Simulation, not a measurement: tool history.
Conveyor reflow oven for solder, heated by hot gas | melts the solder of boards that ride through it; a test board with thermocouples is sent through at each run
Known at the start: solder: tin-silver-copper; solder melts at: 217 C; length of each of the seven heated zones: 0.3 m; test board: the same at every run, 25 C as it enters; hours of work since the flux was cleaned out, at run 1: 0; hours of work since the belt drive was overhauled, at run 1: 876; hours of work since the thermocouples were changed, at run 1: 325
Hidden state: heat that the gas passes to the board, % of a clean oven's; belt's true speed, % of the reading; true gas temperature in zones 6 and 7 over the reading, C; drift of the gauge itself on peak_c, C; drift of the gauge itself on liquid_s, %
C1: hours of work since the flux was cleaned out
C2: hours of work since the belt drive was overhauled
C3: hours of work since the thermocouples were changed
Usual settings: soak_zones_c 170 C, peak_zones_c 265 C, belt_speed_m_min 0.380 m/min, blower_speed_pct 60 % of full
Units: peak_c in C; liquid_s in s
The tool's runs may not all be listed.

{"run": 1, "hour": 0.0, "soak_zones_c": 170, "peak_zones_c": 265, "belt_speed_m_min": 0.38, "blower_speed_pct": 60, "C1": 0, "C2": 876, "C3": 325, "peak_c": 252.8, "liquid_s": 72.0}
{"run": 2, "hour": 43.1, "soak_zones_c": 170, "peak_zones_c": 265, "belt_speed_m_min": 0.38, "blower_speed_pct": 60, "C1": 25, "C2": 901, "C3": 351, "peak_c": 252.6, "liquid_s": 72.3}
{"run": 3, "hour": 86.1, "soak_zones_c": 170, "peak_zones_c": 265, "belt_speed_m_min": 0.38, "blower_speed_pct": 60, "C1": 51, "C2": 927, "C3": 376, "peak_c": 252.4, "liquid_s": 72.4}
{"run": 4, "hour": 133.9, "soak_zones_c": 170, "peak_zones_c": 272, "belt_speed_m_min": 0.38, "blower_speed_pct": 60, "C1": 79, "C2": 955, "C3": 404, "peak_c": 258.5, "liquid_s": 77.5}
{"run": 5, "hour": 187.1, "soak_zones_c": 170, "peak_zones_c": 272, "belt_speed_m_min": 0.38, "blower_speed_pct": 60, "C1": 110, "C2": 986, "C3": 436, "peak_c": 258.9, "liquid_s": 77.2}
{"run": 6, "hour": 232.1, "soak_zones_c": 170, "peak_zones_c": 272, "belt_speed_m_min": 0.38, "blower_speed_pct": 60, "C1": 137, "C2": 1013, "C3": 462, "peak_c": 258.7, "liquid_s": 77.6}
{"run": 7, "hour": 276.4, "soak_zones_c": 170, "peak_zones_c": 272, "belt_speed_m_min": 0.38, "blower_speed_pct": 60, "C1": 163, "C2": 1039, "C3": 488, "peak_c": 258.2, "liquid_s": 77.8}
{"run": 8, "hour": 307.0, "soak_zones_c": 170, "peak_zones_c": 261, "belt_speed_m_min": 0.38, "blower_speed_pct": 60, "C1": 181, "C2": 1057, "C3": 506, "peak_c": 248.9, "liquid_s": 69.0}
{"hour": 343.2, "done": "belt drive overhauled, speed set with a stopwatch"}
{"run": 9, "hour": 343.2, "soak_zones_c": 170, "peak_zones_c": 262, "belt_speed_m_min": 0.38, "blower_speed_pct": 60, "C1": 200, "C2": 0, "C3": 525, "peak_c": 248.8, "liquid_s": 65.8}
{"run": 10, "hour": 371.9, "soak_zones_c": 170, "peak_zones_c": 262, "belt_speed_m_min": 0.38, "blower_speed_pct": 60, "C1": 216, "C2": 17, "C3": 542, "peak_c": 249.4, "liquid_s": 65.6}
{"run": 11, "hour": 404.5, "soak_zones_c": 170, "peak_zones_c": 262, "belt_speed_m_min": 0.38, "blower_speed_pct": 60, "C1": 236, "C2": 36, "C3": 561, "peak_c": 248.6, "liquid_s": 66.4}
{"hour": 456.1, "done": "flux residue cleaned out of gas plates and filters"}
{"run": 12, "hour": 463.1, "soak_zones_c": 170, "peak_zones_c": 265, "belt_speed_m_min": 0.38, "blower_speed_pct": 60, "C1": 4, "C2": 68, "C3": 593, "peak_c": 251.2, "liquid_s": 68.6}
{"run": 13, "hour": 504.2, "soak_zones_c": 170, "peak_zones_c": 265, "belt_speed_m_min": 0.38, "blower_speed_pct": 60, "C1": 28, "C2": 92, "C3": 617, "peak_c": 250.8, "liquid_s": 68.4}
{"hour": 540.6, "done": "flux residue cleaned out of gas plates and filters, once more"}
{"run": 14, "hour": 562.7, "soak_zones_c": 170, "peak_zones_c": 265, "belt_speed_m_min": 0.38, "blower_speed_pct": 60, "C1": 13, "C2": 123, "C3": 648, "peak_c": 253.5, "liquid_s": 71.5}
{"run": 15, "hour": 590.1, "soak_zones_c": 170, "peak_zones_c": 265, "belt_speed_m_min": 0.38, "blower_speed_pct": 60, "C1": 29, "C2": 139, "C3": 664, "peak_c": 252.8, "liquid_s": 71.3}
{"run": 16, "hour": 621.0, "soak_zones_c": 170, "peak_zones_c": 277, "belt_speed_m_min": 0.347, "blower_speed_pct": 60, "C1": 47, "C2": 158, "C3": 683, "peak_c": 266.6, "liquid_s": 88.1}
{"run": 17, "hour": 650.9, "soak_zones_c": 170, "peak_zones_c": 277, "belt_speed_m_min": 0.347, "blower_speed_pct": 60, "C1": 65, "C2": 175, "C3": 700, "peak_c": 266.6, "liquid_s": 88.6}
{"run": 18, "hour": 699.1, "soak_zones_c": 170, "peak_zones_c": 272, "belt_speed_m_min": 0.347, "blower_speed_pct": 67, "C1": 93, "C2": 203, "C3": 729, "peak_c": 263.4, "liquid_s": 86.1}
{"run": 19, "hour": 723.5, "soak_zones_c": 166, "peak_zones_c": 272, "belt_speed_m_min": 0.347, "blower_speed_pct": 84, "C1": 108, "C2": 218, "C3": 743, "peak_c": 264.3, "liquid_s": 86.0}
{"run": 20, "hour": 750.5, "soak_zones_c": 178, "peak_zones_c": 272, "belt_speed_m_min": 0.33, "blower_speed_pct": 84, "C1": 124, "C2": 234, "C3": 759, "peak_c": 266.9, "liquid_s": 99.2}
{"run": 21, "hour": 786.8, "soak_zones_c": 180, "peak_zones_c": 271, "belt_speed_m_min": 0.38, "blower_speed_pct": 60, "C1": 145, "C2": 255, "C3": 780, "peak_c": 260.1, "liquid_s": 80.5}
{"run": 22, "hour": 812.7, "soak_zones_c": 180, "peak_zones_c": 271, "belt_speed_m_min": 0.38, "blower_speed_pct": 60, "C1": 160, "C2": 270, "C3": 795, "peak_c": 259.2, "liquid_s": 80.5}
{"hour": 823.8, "done": "thermocouples of zones 6 and 7 changed"}
{"run": 23, "hour": 862.0, "soak_zones_c": 170, "peak_zones_c": 270, "belt_speed_m_min": 0.355, "blower_speed_pct": 56, "C1": 188, "C2": 298, "C3": 22, "peak_c": 256.1, "liquid_s": 79.0}
{"run": 24, "hour": 884.4, "soak_zones_c": 156, "peak_zones_c": 254, "belt_speed_m_min": 0.38, "blower_speed_pct": 59, "C1": 201, "C2": 311, "C3": 36, "peak_c": 237.9, "liquid_s": 49.2}
{"run": 25, "hour": 933.4, "soak_zones_c": 170, "peak_zones_c": 265, "belt_speed_m_min": 0.458, "blower_speed_pct": 60, "C1": 230, "C2": 340, "C3": 64, "peak_c": 243.4, "liquid_s": 49.1}
{"run": 26, "hour": 965.4, "soak_zones_c": 170, "peak_zones_c": 265, "belt_speed_m_min": 0.458, "blower_speed_pct": 55, "C1": 249, "C2": 359, "C3": 83, "peak_c": 242.7, "liquid_s": 47.1}
{"hour": 995.1, "done": "flux residue cleaned out of gas plates and filters"}
{"run": 27, "hour": 1023.5, "soak_zones_c": 170, "peak_zones_c": 265, "belt_speed_m_min": 0.458, "blower_speed_pct": 55, "C1": 17, "C2": 390, "C3": 115, "peak_c": 244.1, "liquid_s": 48.2}
{"run": 28, "hour": 1069.9, "soak_zones_c": 174, "peak_zones_c": 256, "belt_speed_m_min": 0.41, "blower_speed_pct": 84, "C1": 44, "C2": 418, "C3": 142, "peak_c": 245.2, "liquid_s": 61.7}
{"run": 29, "hour": 1113.6, "soak_zones_c": 174, "peak_zones_c": 259, "belt_speed_m_min": 0.325, "blower_speed_pct": 84, "C1": 70, "C2": 443, "C3": 168, "peak_c": 252.6, "liquid_s": 88.9}
{"run": 30, "hour": 1144.9, "soak_zones_c": 174, "peak_zones_c": 255, "belt_speed_m_min": 0.325, "blower_speed_pct": 84, "C1": 88, "C2": 462, "C3": 186, "peak_c": 249.1, "liquid_s": 85.7}

The same runs without the tool's hidden state, with the same run-to-run variation:
run=1 peak_c=250.9 liquid_s=68.3
run=2 peak_c=250.7 liquid_s=68.6
run=3 peak_c=250.6 liquid_s=68.7
run=4 peak_c=256.6 liquid_s=73.9
run=5 peak_c=257.1 liquid_s=73.6
run=6 peak_c=256.9 liquid_s=74.0
run=7 peak_c=256.4 liquid_s=74.2
run=8 peak_c=247.2 liquid_s=65.4
run=9 peak_c=248.0 liquid_s=65.6
run=10 peak_c=248.7 liquid_s=65.4
run=11 peak_c=247.8 liquid_s=66.2
run=12 peak_c=250.9 liquid_s=68.9
run=13 peak_c=250.6 liquid_s=68.8
run=14 peak_c=251.3 liquid_s=69.5
run=15 peak_c=250.7 liquid_s=69.3
run=16 peak_c=264.4 liquid_s=86.4
run=17 peak_c=264.5 liquid_s=86.9
run=18 peak_c=261.3 liquid_s=84.4
run=19 peak_c=262.2 liquid_s=84.3
run=20 peak_c=264.7 liquid_s=97.5
run=21 peak_c=258.1 liquid_s=78.7
run=22 peak_c=257.2 liquid_s=78.7
run=23 peak_c=256.7 liquid_s=79.2
run=24 peak_c=238.7 liquid_s=50.3
run=25 peak_c=244.4 liquid_s=50.0
run=26 peak_c=243.7 liquid_s=48.1
run=27 peak_c=243.5 liquid_s=47.0
run=28 peak_c=244.7 liquid_s=60.6
run=29 peak_c=252.0 liquid_s=87.4
run=30 peak_c=248.5 liquid_s=84.3
